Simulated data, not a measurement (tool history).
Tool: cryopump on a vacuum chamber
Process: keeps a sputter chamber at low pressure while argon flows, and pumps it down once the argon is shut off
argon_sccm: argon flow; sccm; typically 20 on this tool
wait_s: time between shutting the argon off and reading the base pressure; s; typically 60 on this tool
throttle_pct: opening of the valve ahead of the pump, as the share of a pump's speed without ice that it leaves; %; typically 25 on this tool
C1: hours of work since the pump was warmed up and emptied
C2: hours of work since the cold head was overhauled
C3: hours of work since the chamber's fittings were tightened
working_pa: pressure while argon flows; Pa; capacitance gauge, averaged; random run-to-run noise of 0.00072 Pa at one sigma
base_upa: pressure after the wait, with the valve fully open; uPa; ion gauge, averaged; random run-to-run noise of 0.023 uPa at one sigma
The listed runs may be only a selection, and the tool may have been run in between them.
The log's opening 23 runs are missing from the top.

run 24 hour=368.5 | argon_sccm=29 wait_s=173 throttle_pct=58 | C1=918 C2=918 C3=587 | working_pa=0.0946 base_upa=0.98
run 25 hour=384.5 | argon_sccm=20 wait_s=60 throttle_pct=23 | C1=930 C2=930 C3=599 | working_pa=0.1533 base_upa=1.31
run 26 hour=396.9 | argon_sccm=18 wait_s=276 throttle_pct=28 | C1=940 C2=940 C3=609 | working_pa=0.1142 base_upa=0.95
run 27 hour=419 | argon_sccm=18 wait_s=276 throttle_pct=28 | C1=956 C2=956 C3=625 | working_pa=0.116 base_upa=0.91
-- hour=443.1 pump warmed up, emptied and cooled again
run 28 hour=446.8 | argon_sccm=40 wait_s=60 throttle_pct=25 | C1=3 C2=974 C3=643 | working_pa=0.263 base_upa=1.13
run 29 hour=461.2 | argon_sccm=20 wait_s=297 throttle_pct=25 | C1=14 C2=985 C3=653 | working_pa=0.1332 base_upa=0.71
run 30 hour=482.6 | argon_sccm=20 wait_s=297 throttle_pct=25 | C1=30 C2=1001 C3=670 | working_pa=0.1319 base_upa=0.74
run 31 hour=500.6 | argon_sccm=9 wait_s=82 throttle_pct=25 | C1=43 C2=1014 C3=683 | working_pa=0.0589 base_upa=1.06
run 32 hour=524.3 | argon_sccm=30 wait_s=38 throttle_pct=36 | C1=61 C2=1032 C3=701 | working_pa=0.1376 base_upa=1.41
run 33 hour=545.4 | argon_sccm=30 wait_s=38 throttle_pct=36 | C1=77 C2=1048 C3=717 | working_pa=0.1377 base_upa=1.48

Each row is a separate what-if for the run after 33, all from the same tool condition, not one after another. Results?
run A hour=559.3 | argon_sccm=18 wait_s=78 throttle_pct=42 | C1=88 C2=1059 C3=728 | working_pa=? base_upa=?
run B hour=559.3 | argon_sccm=20 wait_s=205 throttle_pct=25 | C1=88 C2=1059 C3=728 | working_pa=? base_upa=?
run C hour=559.3 | argon_sccm=10 wait_s=105 throttle_pct=20 | C1=88 C2=1059 C3=728 | working_pa=? base_upa=?

run=A working_pa=0.0709 base_upa=1.07
run=B working_pa=0.1335 base_upa=0.85
run=C working_pa=0.0815 base_upa=0.96
Had the tool no hidden state, the same runs would have come out as:
run=A working_pa=0.07 base_upa=0.66
run=B working_pa=0.1325 base_upa=0.45
run=C working_pa=0.081 base_upa=0.56

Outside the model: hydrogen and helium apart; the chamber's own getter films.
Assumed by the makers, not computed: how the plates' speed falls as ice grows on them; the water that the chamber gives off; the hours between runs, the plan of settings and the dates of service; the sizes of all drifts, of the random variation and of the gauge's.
